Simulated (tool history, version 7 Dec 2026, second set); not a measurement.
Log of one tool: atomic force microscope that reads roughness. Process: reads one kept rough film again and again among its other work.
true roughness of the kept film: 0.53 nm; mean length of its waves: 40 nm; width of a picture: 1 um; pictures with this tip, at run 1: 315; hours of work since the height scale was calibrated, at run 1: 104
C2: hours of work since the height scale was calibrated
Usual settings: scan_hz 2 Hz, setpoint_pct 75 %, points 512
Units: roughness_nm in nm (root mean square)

run 1 hour=0 | scan_hz=2 setpoint_pct=75 points=512 | pictures_with_this_tip=315 C2=104 | roughness_nm=0.44
-- hour=3 new tip fitted
run 2 hour=30.8 | scan_hz=2 setpoint_pct=75 points=512 | pictures_with_this_tip=62 C2=127 | roughness_nm=0.455
run 3 hour=50.7 | scan_hz=2 setpoint_pct=75 points=512 | pictures_with_this_tip=106 C2=141 | roughness_nm=0.457
run 4 hour=76.4 | scan_hz=2 setpoint_pct=75 points=512 | pictures_with_this_tip=163 C2=160 | roughness_nm=0.443
run 5 hour=105.2 | scan_hz=2 setpoint_pct=75 points=512 | pictures_with_this_tip=227 C2=181 | roughness_nm=0.438
run 6 hour=121.4 | scan_hz=2 setpoint_pct=75 points=512 | pictures_with_this_tip=263 C2=193 | roughness_nm=0.442
run 7 hour=134.9 | scan_hz=3.78 setpoint_pct=75 points=512 | pictures_with_this_tip=293 C2=203 | roughness_nm=0.396
-- hour=146.2 new tip fitted
run 8 hour=162.3 | scan_hz=3.78 setpoint_pct=75 points=512 | pictures_with_this_tip=35 C2=223 | roughness_nm=0.409
run 9 hour=188.4 | scan_hz=2 setpoint_pct=75 points=512 | pictures_with_this_tip=94 C2=242 | roughness_nm=0.446
run 10 hour=211 | scan_hz=2 setpoint_pct=75 points=512 | pictures_with_this_tip=144 C2=259 | roughness_nm=0.448
run 11 hour=227.5 | scan_hz=2 setpoint_pct=75 points=512 | pictures_with_this_tip=180 C2=271 | roughness_nm=0.446
run 12 hour=249.2 | scan_hz=2 setpoint_pct=75 points=859 | pictures_with_this_tip=229 C2=287 | roughness_nm=0.449
run 13 hour=278.8 | scan_hz=2 setpoint_pct=75 points=322 | pictures_with_this_tip=294 C2=309 | roughness_nm=0.446
-- hour=290.9 new tip fitted
run 14 hour=297.6 | scan_hz=2 setpoint_pct=75 points=512 | pictures_with_this_tip=15 C2=322 | roughness_nm=0.457
run 15 hour=311.4 | scan_hz=2 setpoint_pct=75 points=512 | pictures_with_this_tip=46 C2=332 | roughness_nm=0.454
run 16 hour=328.8 | scan_hz=2 setpoint_pct=75 points=512 | pictures_with_this_tip=84 C2=345 | roughness_nm=0.454
run 17 hour=341.7 | scan_hz=2 setpoint_pct=75 points=512 | pictures_with_this_tip=113 C2=355 | roughness_nm=0.452
run 18 hour=361.7 | scan_hz=2 setpoint_pct=75 points=512 | pictures_with_this_tip=158 C2=369 | roughness_nm=0.446
run 19 hour=385.5 | scan_hz=1.39 setpoint_pct=75 points=512 | pictures_with_this_tip=210 C2=387 | roughness_nm=0.466
run 20 hour=407.9 | scan_hz=1.39 setpoint_pct=75 points=512 | pictures_with_this_tip=260 C2=403 | roughness_nm=0.46
-- hour=435.1 new tip fitted
run 21 hour=437.1 | scan_hz=2 setpoint_pct=75 points=512 | pictures_with_this_tip=5 C2=424 | roughness_nm=0.452
run 22 hour=459.5 | scan_hz=2.33 setpoint_pct=75 points=512 | pictures_with_this_tip=55 C2=441 | roughness_nm=0.444
run 23 hour=486.8 | scan_hz=2 setpoint_pct=75 points=512 | pictures_with_this_tip=115 C2=461 | roughness_nm=0.452
run 24 hour=512.7 | scan_hz=2 setpoint_pct=85 points=696 | pictures_with_this_tip=173 C2=480 | roughness_nm=0.414
run 25 hour=539.9 | scan_hz=2 setpoint_pct=58 points=645 | pictures_with_this_tip=233 C2=500 | roughness_nm=0.481
run 26 hour=559.8 | scan_hz=2 setpoint_pct=58 points=645 | pictures_with_this_tip=278 C2=515 | roughness_nm=0.482
-- hour=578.5 new tip fitted
run 27 hour=589.1 | scan_hz=2 setpoint_pct=58 points=645 | pictures_with_this_tip=23 C2=536 | roughness_nm=0.494
run 28 hour=607.4 | scan_hz=2 setpoint_pct=83 points=277 | pictures_with_this_tip=64 C2=549 | roughness_nm=0.418
run 29 hour=637 | scan_hz=1.14 setpoint_pct=87 points=633 | pictures_with_this_tip=130 C2=571 | roughness_nm=0.448
run 30 hour=654.6 | scan_hz=2 setpoint_pct=63 points=512 | pictures_with_this_tip=169 C2=584 | roughness_nm=0.473
run 31 hour=668.6 | scan_hz=0.56 setpoint_pct=62 points=484 | pictures_with_this_tip=200 C2=594 | roughness_nm=0.498
run 32 hour=699.8 | scan_hz=3.84 setpoint_pct=64 points=580 | pictures_with_this_tip=269 C2=617 | roughness_nm=0.437
-- hour=723.1 new tip fitted
run 33 hour=728.5 | scan_hz=3.84 setpoint_pct=64 points=580 | pictures_with_this_tip=12 C2=638 | roughness_nm=0.455
run 34 hour=753.2 | scan_hz=1.25 setpoint_pct=80 points=399 | pictures_with_this_tip=67 C2=656 | roughness_nm=0.463
run 35 hour=783.8 | scan_hz=1.25 setpoint_pct=80 points=399 | pictures_with_this_tip=135 C2=679 | roughness_nm=0.452
run 36 hour=815 | scan_hz=0.76 setpoint_pct=90 points=512 | pictures_with_this_tip=204 C2=702 | roughness_nm=0.455
run 37 hour=828.9 | scan_hz=0.76 setpoint_pct=90 points=512 | pictures_with_this_tip=235 C2=712 | roughness_nm=0.459
run 38 hour=846.5 | scan_hz=2 setpoint_pct=89 points=512 | pictures_with_this_tip=274 C2=725 | roughness_nm=0.391
-- hour=867.7 new tip fitted
run 39 hour=875.6 | scan_hz=1.28 setpoint_pct=86 points=512 | pictures_with_this_tip=18 C2=746 | roughness_nm=0.441
run 40 hour=899.8 | scan_hz=0.53 setpoint_pct=75 points=512 | pictures_with_this_tip=72 C2=764 | roughness_nm=0.497
run 41 hour=918.8 | scan_hz=1.94 setpoint_pct=82 points=266 | pictures_with_this_tip=114 C2=778 | roughness_nm=0.425
run 42 hour=944.2 | scan_hz=1.91 setpoint_pct=65 points=592 | pictures_with_this_tip=170 C2=796 | roughness_nm=0.473
run 43 hour=965.2 | scan_hz=2.58 setpoint_pct=65 points=803 | pictures_with_this_tip=217 C2=812 | roughness_nm=0.457
run 44 hour=995.4 | scan_hz=3.41 setpoint_pct=65 points=928 | pictures_with_this_tip=284 C2=834 | roughness_nm=0.444
-- hour=1013.1 new tip fitted
run 45 hour=1013.8 | scan_hz=2 setpoint_pct=76 points=351 | pictures_with_this_tip=2 C2=847 | roughness_nm=0.449
run 46 hour=1038 | scan_hz=0.52 setpoint_pct=76 points=351 | pictures_with_this_tip=55 C2=865 | roughness_nm=0.491

How the hidden state differs across the entries between the runs, from the last listed run before each to the first after it:
Between runs 1 and 2: new tip fitted (hour 3)
  radius of the tip, nm: 37.7 -> 15.4; height scale over the true one, %: -0.23 -> -0.25
  measured less the result without the state, roughness_nm: -0.017 -> -0.004 nm (root mean square)
Between runs 7 and 8: new tip fitted (hour 146.2)
  radius of the tip, nm: 37 -> 13.5; height scale over the true one, %: -0.32 -> -0.34
  measured less the result without the state, roughness_nm: -0.015 -> -0.003 nm (root mean square)
Between runs 13 and 14: new tip fitted (hour 290.9)
  radius of the tip, nm: 35.7 -> 11.8; height scale over the true one, %: -0.43 -> -0.44
  measured less the result without the state, roughness_nm: -0.016 -> -0.003 nm (root mean square)
Between runs 20 and 21: new tip fitted (hour 435.1)
  radius of the tip, nm: 33.3 -> 10.9; height scale over the true one, %: -0.52 -> -0.54
  measured less the result without the state, roughness_nm: -0.017 -> -0.003 nm (root mean square)
Between runs 26 and 27: new tip fitted (hour 578.5)
  radius of the tip, nm: 35.2 -> 12.3; height scale over the true one, %: -0.62 -> -0.64
  measured less the result without the state, roughness_nm: -0.018 -> -0.005 nm (root mean square)
Between runs 32 and 33: new tip fitted (hour 723.1)
  radius of the tip, nm: 34.8 -> 11.1; height scale over the true one, %: -0.72 -> -0.74
  measured less the result without the state, roughness_nm: -0.017 -> -0.004 nm (root mean square)
Between runs 38 and 39: new tip fitted (hour 867.7)
  radius of the tip, nm: 34.6 -> 13.1; height scale over the true one, %: -0.82 -> -0.84
  measured less the result without the state, roughness_nm: -0.016 -> -0.006 nm (root mean square)
Between runs 44 and 45: new tip fitted (hour 1013.1)
  radius of the tip, nm: 36.4 -> 10.9; height scale over the true one, %: -0.92 -> -0.94
  measured less the result without the state, roughness_nm: -0.019 -> -0.005 nm (root mean square)
